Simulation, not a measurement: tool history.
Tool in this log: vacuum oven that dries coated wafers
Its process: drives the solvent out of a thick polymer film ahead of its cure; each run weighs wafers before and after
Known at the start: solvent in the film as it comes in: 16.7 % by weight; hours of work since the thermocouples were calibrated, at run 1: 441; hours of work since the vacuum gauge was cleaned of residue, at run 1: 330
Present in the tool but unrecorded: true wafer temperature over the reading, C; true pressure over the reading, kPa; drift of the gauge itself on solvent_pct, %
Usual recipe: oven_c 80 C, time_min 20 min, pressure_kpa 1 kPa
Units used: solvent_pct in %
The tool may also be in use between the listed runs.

run,hour,oven_c,time_min,pressure_kpa,hours of work since the thermocouples were calibrated,hours of work since the vacuum gauge was cleaned of residue,solvent_pct
1,0,80,20,1,441,330,2.63
2,13.8,80,20,1,447,337,2.69
3,27.1,89,20,1,452,342,0.69
4,45.2,89,20,1,460,350,0.69
5,73.5,89,20,1,473,363,0.75
6,100.6,91,20,1.77,485,374,0.98
7,116.5,72,30,3.28,491,381,5.49
8,132.8,72,36,1.59,499,389,3.58
9,146.5,95,27,1.45,505,395,0.54
10,161.7,75,15,1,511,401,5.74

Predict each of these 4 candidate next runs independently; none follows another, all start after run 10:
A,185.1,72,15,1,522,411,?
B,185.1,87,15,1,522,411,?
C,185.1,80,16,1,522,411,?
D,185.1,89,13,1,522,411,?

run,solvent_pct
A,6.97
B,1.67
C,3.58
D,1.68
The same runs, with their run-to-run variation unchanged, on a tool lacking any hidden condition would have given:
run,solvent_pct
A,6.94
B,1.65
C,3.54
D,1.66
